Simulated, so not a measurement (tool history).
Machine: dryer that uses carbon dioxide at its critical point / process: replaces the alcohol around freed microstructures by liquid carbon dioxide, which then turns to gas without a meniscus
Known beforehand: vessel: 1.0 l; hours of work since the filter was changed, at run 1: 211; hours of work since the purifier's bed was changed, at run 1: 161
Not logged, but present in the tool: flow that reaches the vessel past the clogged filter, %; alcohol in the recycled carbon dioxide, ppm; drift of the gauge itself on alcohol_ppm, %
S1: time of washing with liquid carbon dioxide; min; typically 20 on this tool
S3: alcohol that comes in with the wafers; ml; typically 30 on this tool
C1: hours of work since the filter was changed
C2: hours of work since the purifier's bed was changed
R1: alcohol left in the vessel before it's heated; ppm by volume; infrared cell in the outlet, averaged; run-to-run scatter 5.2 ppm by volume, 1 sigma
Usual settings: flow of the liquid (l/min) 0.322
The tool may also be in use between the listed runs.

run 1 day=0 | S1=20 flow_of_the_liquid_(l/min)=0.322 S3=30 | C1=211 C2=161 | R1=187
run 2 day=1.238 | S1=20 flow_of_the_liquid_(l/min)=0.322 S3=30 | C1=228 C2=178 | R1=181
run 3 day=3.562 | S1=20 flow_of_the_liquid_(l/min)=0.322 S3=30 | C1=261 C2=211 | R1=208
run 4 day=5.579 | S1=20 flow_of_the_liquid_(l/min)=0.322 S3=30 | C1=290 C2=240 | R1=221
run 5 day=7.417 | S1=20 flow_of_the_liquid_(l/min)=0.322 S3=30 | C1=316 C2=266 | R1=227
run 6 day=8.775 | S1=18 flow_of_the_liquid_(l/min)=0.322 S3=30 | C1=335 C2=285 | R1=375
run 7 day=9.958 | S1=29 flow_of_the_liquid_(l/min)=0.322 S3=58 | C1=352 C2=302 | R1=76
-- day=11.388 inlet filter changed
run 8 day=11.929 | S1=27 flow_of_the_liquid_(l/min)=0.225 S3=58 | C1=8 C2=329 | R1=337
run 9 day=12.975 | S1=14 flow_of_the_liquid_(l/min)=0.522 S3=74 | C1=23 C2=344 | R1=123
run 10 day=15.1 | S1=13 flow_of_the_liquid_(l/min)=0.522 S3=118 | C1=53 C2=374 | R1=266
run 11 day=16.529 | S1=13 flow_of_the_liquid_(l/min)=0.522 S3=118 | C1=73 C2=395 | R1=292

How would selected steps in R1 from run to run divide? Give the signed amount a tool lacking its hidden state would still show from settings, what came in and random variation, and the signed amount left for the hidden state, including any gauge scatter that is not in both of the compared results.
Run 6 -> 7: S1 18 -> 29, S3 30 -> 58. R1 -299 ppm by volume: hidden state -135, all else -164.
